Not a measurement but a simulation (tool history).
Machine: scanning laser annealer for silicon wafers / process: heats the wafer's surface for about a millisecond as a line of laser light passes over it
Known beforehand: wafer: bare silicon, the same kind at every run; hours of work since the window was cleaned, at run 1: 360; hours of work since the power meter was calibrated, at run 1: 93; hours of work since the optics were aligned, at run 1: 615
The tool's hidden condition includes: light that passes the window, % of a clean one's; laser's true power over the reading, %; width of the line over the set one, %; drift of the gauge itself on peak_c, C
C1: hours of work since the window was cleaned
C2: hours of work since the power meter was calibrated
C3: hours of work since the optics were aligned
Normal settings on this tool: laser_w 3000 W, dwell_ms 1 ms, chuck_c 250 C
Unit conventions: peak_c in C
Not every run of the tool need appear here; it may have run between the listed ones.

{"run": 1, "hour": 0.0, "laser_w": 3000, "dwell_ms": 1, "chuck_c": 250, "C1": 360, "C2": 93, "C3": 615, "peak_c": 995}
{"run": 2, "hour": 6.1, "laser_w": 3000, "dwell_ms": 1, "chuck_c": 250, "C1": 365, "C2": 97, "C3": 619, "peak_c": 993}
{"run": 3, "hour": 12.4, "laser_w": 3000, "dwell_ms": 1, "chuck_c": 250, "C1": 369, "C2": 102, "C3": 623, "peak_c": 993}
{"run": 4, "hour": 18.8, "laser_w": 3000, "dwell_ms": 1, "chuck_c": 219, "C1": 374, "C2": 106, "C3": 628, "peak_c": 961}
{"run": 5, "hour": 25.2, "laser_w": 3000, "dwell_ms": 1, "chuck_c": 219, "C1": 378, "C2": 111, "C3": 633, "peak_c": 961}
{"run": 6, "hour": 32.2, "laser_w": 3000, "dwell_ms": 1, "chuck_c": 219, "C1": 383, "C2": 116, "C3": 638, "peak_c": 958}
{"run": 7, "hour": 43.8, "laser_w": 3000, "dwell_ms": 1, "chuck_c": 217, "C1": 392, "C2": 124, "C3": 646, "peak_c": 957}
{"run": 8, "hour": 58.1, "laser_w": 2767, "dwell_ms": 1, "chuck_c": 250, "C1": 402, "C2": 134, "C3": 656, "peak_c": 915}
{"run": 9, "hour": 66.4, "laser_w": 3000, "dwell_ms": 1, "chuck_c": 250, "C1": 408, "C2": 140, "C3": 662, "peak_c": 988}
{"run": 10, "hour": 74.1, "laser_w": 3000, "dwell_ms": 1.11, "chuck_c": 250, "C1": 413, "C2": 146, "C3": 668, "peak_c": 1028}
{"run": 11, "hour": 88.8, "laser_w": 3000, "dwell_ms": 1.11, "chuck_c": 250, "C1": 424, "C2": 156, "C3": 678, "peak_c": 1031}
{"run": 12, "hour": 95.1, "laser_w": 3000, "dwell_ms": 1.11, "chuck_c": 250, "C1": 428, "C2": 161, "C3": 683, "peak_c": 1027}
{"run": 13, "hour": 108.2, "laser_w": 3000, "dwell_ms": 1.11, "chuck_c": 250, "C1": 438, "C2": 170, "C3": 692, "peak_c": 1027}
{"run": 14, "hour": 122.0, "laser_w": 3000, "dwell_ms": 1, "chuck_c": 273, "C1": 448, "C2": 180, "C3": 702, "peak_c": 1008}
{"run": 15, "hour": 132.7, "laser_w": 3000, "dwell_ms": 1, "chuck_c": 281, "C1": 455, "C2": 188, "C3": 710, "peak_c": 1013}
{"run": 16, "hour": 145.7, "laser_w": 3063, "dwell_ms": 1, "chuck_c": 281, "C1": 465, "C2": 197, "C3": 719, "peak_c": 1033}
{"hour": 149.8, "done": "laser's power meter calibrated"}
{"run": 17, "hour": 158.5, "laser_w": 2584, "dwell_ms": 1.11, "chuck_c": 250, "C1": 472, "C2": 6, "C3": 726, "peak_c": 883}
{"hour": 164.4, "done": "optics aligned, line set to its width"}
{"hour": 177.1, "done": "laser's power meter calibrated, once more"}
{"run": 18, "hour": 178.7, "laser_w": 3275, "dwell_ms": 1.14, "chuck_c": 275, "C1": 480, "C2": 1, "C3": 8, "peak_c": 1191}
{"run": 19, "hour": 185.2, "laser_w": 3000, "dwell_ms": 0.73, "chuck_c": 250, "C1": 485, "C2": 6, "C3": 13, "peak_c": 896}
{"run": 20, "hour": 195.5, "laser_w": 3000, "dwell_ms": 0.73, "chuck_c": 250, "C1": 492, "C2": 13, "C3": 20, "peak_c": 896}
{"run": 21, "hour": 209.1, "laser_w": 3019, "dwell_ms": 0.72, "chuck_c": 250, "C1": 502, "C2": 23, "C3": 30, "peak_c": 896}
{"run": 22, "hour": 220.1, "laser_w": 3019, "dwell_ms": 0.78, "chuck_c": 249, "C1": 510, "C2": 31, "C3": 38, "peak_c": 921}
{"run": 23, "hour": 228.3, "laser_w": 3019, "dwell_ms": 0.86, "chuck_c": 240, "C1": 516, "C2": 37, "C3": 44, "peak_c": 944}

Forecast each of these 5 alternatives for the next run:
{"run": "A", "hour": 241.7, "laser_w": 3019, "dwell_ms": 0.79, "chuck_c": 240, "C1": 525, "C2": 46, "C3": 53, "peak_c": "?"}
{"run": "B", "hour": 241.7, "laser_w": 3124, "dwell_ms": 0.79, "chuck_c": 218, "C1": 525, "C2": 46, "C3": 53, "peak_c": "?"}
{"run": "C", "hour": 241.7, "laser_w": 3183, "dwell_ms": 1.12, "chuck_c": 239, "C1": 525, "C2": 46, "C3": 53, "peak_c": "?"}
{"run": "D", "hour": 241.7, "laser_w": 3019, "dwell_ms": 0.86, "chuck_c": 280, "C1": 525, "C2": 46, "C3": 53, "peak_c": "?"}
{"run": "E", "hour": 241.7, "laser_w": 3068, "dwell_ms": 1, "chuck_c": 239, "C1": 525, "C2": 46, "C3": 53, "peak_c": "?"}

run=A peak_c=917
run=B peak_c=924
run=C peak_c=1106
run=D peak_c=987
run=E peak_c=1018
Had the tool no hidden state, the same runs would have come out as:
run=A peak_c=955
run=B peak_c=964
run=C peak_c=1156
run=D peak_c=1027
run=E peak_c=1063

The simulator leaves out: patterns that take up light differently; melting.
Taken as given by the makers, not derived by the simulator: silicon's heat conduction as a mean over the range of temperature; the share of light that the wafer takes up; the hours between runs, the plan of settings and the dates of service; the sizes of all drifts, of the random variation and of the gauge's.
